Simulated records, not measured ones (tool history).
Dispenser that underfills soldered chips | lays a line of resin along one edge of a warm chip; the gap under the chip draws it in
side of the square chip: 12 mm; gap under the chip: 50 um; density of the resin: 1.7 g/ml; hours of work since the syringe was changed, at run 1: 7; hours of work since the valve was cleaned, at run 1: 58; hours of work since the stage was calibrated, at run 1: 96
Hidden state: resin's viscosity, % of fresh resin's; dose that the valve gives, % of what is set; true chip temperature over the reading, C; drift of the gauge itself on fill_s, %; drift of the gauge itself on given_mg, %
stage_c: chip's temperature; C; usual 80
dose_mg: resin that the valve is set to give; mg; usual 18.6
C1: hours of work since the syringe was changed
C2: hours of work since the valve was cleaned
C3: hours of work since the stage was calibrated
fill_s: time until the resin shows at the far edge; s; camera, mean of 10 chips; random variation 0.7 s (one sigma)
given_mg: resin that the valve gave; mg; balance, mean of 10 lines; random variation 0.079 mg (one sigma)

Run 1, hour 0.0: usual settings; C1 7; C2 58; C3 96. Result: fill_s 81.9 s, given_mg 17.87 mg.
Run 2, hour 3.1: usual settings; C1 9; C2 60; C3 98. Result: fill_s 88.6 s, given_mg 17.89 mg.
At hour 4.0: new syringe of resin.
Run 3, hour 8.8: usual settings; C1 3; C2 64; C3 102. Result: fill_s 71.6 s, given_mg 17.96 mg.
Run 4, hour 15.3: usual settings; C1 8; C2 68; C3 106. Result: fill_s 84.5 s, given_mg 18.03 mg.
At hour 18.0: new syringe of resin.
Run 5, hour 19.1: usual settings but stage_c 81 C; C1 1; C2 71; C3 109. Result: fill_s 62.3 s, given_mg 17.85 mg.
Run 6, hour 25.2: usual settings but stage_c 81 C; C1 5; C2 75; C3 113. Result: fill_s 73.7 s, given_mg 17.77 mg.
Run 7, hour 28.5: usual settings but stage_c 81 C; C1 7; C2 77; C3 115. Result: fill_s 81.1 s, given_mg 17.90 mg.
At hour 31.9: new syringe of resin.
Run 8, hour 34.5: usual settings but stage_c 81 C; C1 2; C2 81; C3 119. Result: fill_s 67.9 s, given_mg 17.67 mg.
Run 9, hour 39.9: usual settings but stage_c 78 C; C1 5; C2 84; C3 123. Result: fill_s 83.8 s, given_mg 17.70 mg.
At hour 41.9: dispensing valve cleaned and set on the balance.
At hour 47.1: new syringe of resin.
Run 10, hour 48.1: usual settings but stage_c 78 C; C1 1; C2 4; C3 127. Result: fill_s 68.3 s, given_mg 18.55 mg.
Run 11, hour 52.1: usual settings but stage_c 78 C; C1 3; C2 7; C3 130. Result: fill_s 77.1 s, given_mg 18.68 mg.
Run 12, hour 57.1: usual settings; C1 7; C2 10; C3 133. Result: fill_s 81.5 s, given_mg 18.49 mg.
At hour 61.1: new syringe of resin.
Run 13, hour 63.8: usual settings; C1 2; C2 14; C3 138. Result: fill_s 66.1 s, given_mg 18.49 mg.
Run 14, hour 67.5: usual settings but dose_mg 16.5 mg; C1 4; C2 17; C3 140. Result: fill_s 75.6 s, given_mg 16.32 mg.
Run 15, hour 72.4: usual settings but stage_c 92 C, dose_mg 22.4 mg; C1 8; C2 20; C3 143. Result: fill_s 53.3 s, given_mg 22.21 mg.
At hour 74.9: new syringe of resin.
Run 16, hour 78.3: usual settings but stage_c 92 C, dose_mg 22.4 mg; C1 2; C2 24; C3 147. Result: fill_s 44.3 s, given_mg 21.97 mg.
Run 17, hour 81.7: usual settings but stage_c 77 C, dose_mg 22.4 mg; C1 5; C2 26; C3 149. Result: fill_s 84.0 s, given_mg 21.97 mg.
Run 18, hour 85.2: usual settings but stage_c 88 C, dose_mg 21.1 mg; C1 7; C2 28; C3 152. Result: fill_s 61.9 s, given_mg 20.73 mg.
At hour 88.8: new syringe of resin.
Run 19, hour 90.4: usual settings but stage_c 77 C, dose_mg 18.8 mg; C1 1; C2 32; C3 155. Result: fill_s 73.1 s, given_mg 18.43 mg.
Run 20, hour 95.2: usual settings but stage_c 94 C, dose_mg 16.5 mg; C1 4; C2 35; C3 158. Result: fill_s 46.0 s, given_mg 16.22 mg.
Run 21, hour 101.5: usual settings but stage_c 84 C, dose_mg 17.1 mg; C1 9; C2 39; C3 163. Result: fill_s 77.1 s, given_mg 16.77 mg.
At hour 102.8: new syringe of resin.
Run 22, hour 108.9: usual settings but stage_c 75 C, dose_mg 18.2 mg; C1 4; C2 44; C3 167. Result: fill_s 88.5 s, given_mg 17.67 mg.
Run 23, hour 112.3: usual settings but stage_c 75 C, dose_mg 18.2 mg; C1 6; C2 46; C3 169. Result: fill_s 99.1 s, given_mg 17.74 mg.
At hour 116.6: new syringe of resin.
Run 24, hour 117.5: usual settings but stage_c 82 C, dose_mg 17.7 mg; C1 1; C2 50; C3 173. Result: fill_s 60.7 s, given_mg 17.31 mg.
Run 25, hour 123.6: usual settings but stage_c 79 C, dose_mg 20.3 mg; C1 5; C2 54; C3 177. Result: fill_s 76.6 s, given_mg 19.68 mg.
Run 26, hour 127.7: usual settings but stage_c 71 C, dose_mg 22.4 mg; C1 7; C2 56; C3 180. Result: fill_s 115.0 s, given_mg 21.72 mg.
At hour 130.7: new syringe of resin.
Run 27, hour 131.5: usual settings but stage_c 77 C, dose_mg 19.8 mg; C1 1; C2 59; C3 182. Result: fill_s 69.9 s, given_mg 19.09 mg.

Forecast each of these 5 alternatives for the next run:
Run A, hour 137.3: usual settings but stage_c 72 C, dose_mg 16.0 mg; C1 4; C2 63; C3 186. Result: fill_s ?, given_mg ?.
Run B, hour 137.3: usual settings but stage_c 82 C, dose_mg 23.8 mg; C1 4; C2 63; C3 186. Result: fill_s ?, given_mg ?.
Run C, hour 137.3: usual settings but stage_c 87 C, dose_mg 22.7 mg; C1 4; C2 63; C3 186. Result: fill_s ?, given_mg ?.
Run D, hour 137.3: usual settings but stage_c 76 C, dose_mg 21.9 mg; C1 4; C2 63; C3 186. Result: fill_s ?, given_mg ?.
Run E, hour 137.3: usual settings but stage_c 72 C, dose_mg 24.2 mg; C1 4; C2 63; C3 186. Result: fill_s ?, given_mg ?.

run  fill_s  given_mg
  A   104.8     15.58
  B    66.7     23.00
  C    56.0     21.90
  D    83.6     21.24
  E    96.9     23.56
Without the tool's hidden state the same runs would have given:
run  fill_s  given_mg
  A    88.7     16.14
  B    57.0     23.83
  C    47.8     22.69
  D    71.3     22.00
  E    82.8     24.41
